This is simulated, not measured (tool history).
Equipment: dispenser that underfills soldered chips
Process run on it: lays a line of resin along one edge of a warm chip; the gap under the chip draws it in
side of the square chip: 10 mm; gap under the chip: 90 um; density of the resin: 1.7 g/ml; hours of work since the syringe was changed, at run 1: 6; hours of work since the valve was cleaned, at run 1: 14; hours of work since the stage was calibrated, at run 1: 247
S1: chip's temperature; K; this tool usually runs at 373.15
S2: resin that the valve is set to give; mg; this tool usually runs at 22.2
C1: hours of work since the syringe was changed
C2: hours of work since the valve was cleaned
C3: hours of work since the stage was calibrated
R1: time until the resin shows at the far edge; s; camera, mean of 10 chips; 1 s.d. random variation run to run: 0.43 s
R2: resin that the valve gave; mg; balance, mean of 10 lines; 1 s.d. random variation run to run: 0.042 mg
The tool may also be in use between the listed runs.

run 1 hour=0.0 | S1=373.15 S2=22.2 | C1=6 C2=14 C3=247 | R1=47.6 R2=22.06
-- hour=8.7 new syringe of resin
run 2 hour=12.6 | S1=366.15 S2=22.2 | C1=3 C2=22 C3=256 | R1=43.4 R2=22.02
run 3 hour=21.7 | S1=366.15 S2=22.2 | C1=9 C2=29 C3=262 | R1=72.2 R2=21.97
-- hour=25.4 new syringe of resin
run 4 hour=28.0 | S1=370.15 S2=22.2 | C1=2 C2=33 C3=266 | R1=36.1 R2=21.93
run 5 hour=40.4 | S1=370.15 S2=22.2 | C1=10 C2=41 C3=274 | R1=72.4 R2=21.93
-- hour=42.3 new syringe of resin
run 6 hour=50.9 | S1=373.15 S2=22.2 | C1=6 C2=48 C3=281 | R1=48.2 R2=21.85
-- hour=58.8 new syringe of resin
run 7 hour=65.0 | S1=373.15 S2=22.2 | C1=4 C2=57 C3=291 | R1=42.1 R2=21.82
run 8 hour=73.6 | S1=373.15 S2=24.7 | C1=10 C2=63 C3=297 | R1=66.6 R2=24.25
-- hour=75.1 new syringe of resin
run 9 hour=83.3 | S1=373.15 S2=24.7 | C1=6 C2=70 C3=303 | R1=46.4 R2=24.19
run 10 hour=90.3 | S1=385.15 S2=22.2 | C1=10 C2=74 C3=308 | R1=51.6 R2=21.73
-- hour=91.7 new syringe of resin
run 11 hour=100.1 | S1=385.15 S2=22.2 | C1=6 C2=81 C3=314 | R1=35.0 R2=21.65
-- hour=109.1 new syringe of resin
run 12 hour=113.9 | S1=373.15 S2=27.9 | C1=3 C2=90 C3=323 | R1=36.7 R2=27.14
-- hour=125.5 new syringe of resin
run 13 hour=126.7 | S1=382.15 S2=27.4 | C1=1 C2=99 C3=332 | R1=24.2 R2=26.62

Run 14 has not been measured yet. What should we expect?
run 14 hour=133.9 | S1=379.15 S2=22.7 | C1=6 C2=104 C3=337 | R1=? R2=?

For run 14 the tool returned R1 40.6 s, R2 21.98 mg.
Without the tool's hidden state the same run would have given R1 26.5 s, R2 22.71 mg.
